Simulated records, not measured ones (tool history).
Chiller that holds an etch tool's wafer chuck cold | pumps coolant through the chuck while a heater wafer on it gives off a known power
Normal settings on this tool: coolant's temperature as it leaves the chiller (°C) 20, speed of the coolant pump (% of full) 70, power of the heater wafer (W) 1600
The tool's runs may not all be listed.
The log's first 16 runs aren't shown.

run     day  coolant's temperature as it leaves the chiller (°C)  speed of the coolant pump (% of full)  power of the heater wafer (W)  hours since the coolant was changed and the channels were flushed  hours since the pump was overhauled  hours since the chiller's thermometer was calibrated  chuck's temperature once it has settled (°C)  how much warmer the coolant comes back (C)
 17  67.346                                                   20                                     70                           1600                                                               6717                                 2450                                                   657                                          40.7                                        6.55
 18  71.425                                                   20                                     70                           1600                                                               6815                                 2548                                                   755                                          40.7                                        6.55
 19  75.188                                                   20                                     84                           1600                                                               6905                                 2638                                                   845                                          38.3                                        5.46
 20  79.883                                                   15                                     90                           1378                                                               7018                                 2751                                                   958                                          29.9                                        4.41
     82.933  -- coolant changed, channels flushed
 21  84.675                                                   22                                     79                           2322                                                                 42                                 2860                                                  1067                                          46.3                                        8.43
 22  87.029                                                   22                                     70                           1600                                                                 98                                 2917                                                  1123                                          40.5                                        6.64
 23  92.358                                                   22                                     70                           1600                                                                226                                 3044                                                  1251                                          40.5                                        6.56
 24  97.754                                                   20                                     86                           1600                                                                356                                 3174                                                  1381                                          35.8                                        5.36

Run 25 is up next; what results do you expect?
 25  100.125                                                   20                                     86                           1600                                                                413                                 3231                                                  1438                                             ?                                           ?

{"run 25": {"chuck's temperature once it has settled (°C)": 35.8, "how much warmer the coolant comes back (C)": 5.33}}
With the hidden condition absent and the run-to-run variation left alone, this run would have shown chuck's temperature once it has settled (°C) 35.4, how much warmer the coolant comes back (C) 5.13.
